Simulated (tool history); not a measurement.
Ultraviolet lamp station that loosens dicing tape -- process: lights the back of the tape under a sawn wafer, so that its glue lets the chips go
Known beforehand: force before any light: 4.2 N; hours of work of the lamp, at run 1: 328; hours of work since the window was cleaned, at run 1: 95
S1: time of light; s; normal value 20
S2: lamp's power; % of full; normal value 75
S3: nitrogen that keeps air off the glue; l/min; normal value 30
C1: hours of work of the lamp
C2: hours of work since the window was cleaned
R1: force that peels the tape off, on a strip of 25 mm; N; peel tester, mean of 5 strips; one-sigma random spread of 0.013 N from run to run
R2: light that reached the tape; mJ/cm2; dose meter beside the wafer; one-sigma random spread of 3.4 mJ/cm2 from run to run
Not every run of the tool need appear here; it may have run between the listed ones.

run	hour	S1	S2	S3	C1	C2	R1	R2
1	0	20	75	30	328	95	0.672	493
2	9.4	20	75	30	333	100	0.693	489
3	23	20	74	30	340	106	0.728	480
4	29.7	20	81	30	343	110	0.616	522
5	42.6	20	81	30	350	116	0.618	521
# hour 44.2: window cleaned of glue's vapour
6	55.5	28	73	48	356	6	0.389	639
7	64	14	86	44	360	10	0.885	378
8	71.3	18	69	41	364	14	0.848	390
9	78.8	14	77	30	368	17	1.155	340
10	89.1	14	77	30	373	23	1.17	343

Some steps in R1 between neighbouring runs. How much of each would the tool show without its hidden state too (settings, what came in, random variation), and how much is left for the hidden state, with any gauge scatter that isn't in both results?
The hidden state here: lamp's light, % of a new lamp's; light that the window lets through, % of a clean one's; drift of the gauge itself on peel_n, %; drift of the gauge itself on dose_mj_cm2, %.
Run 6 -> 7: S1 28 -> 14, S2 73 -> 86, S3 48 -> 44. R1 +0.496 N: hidden state +0.106, all else +0.39.
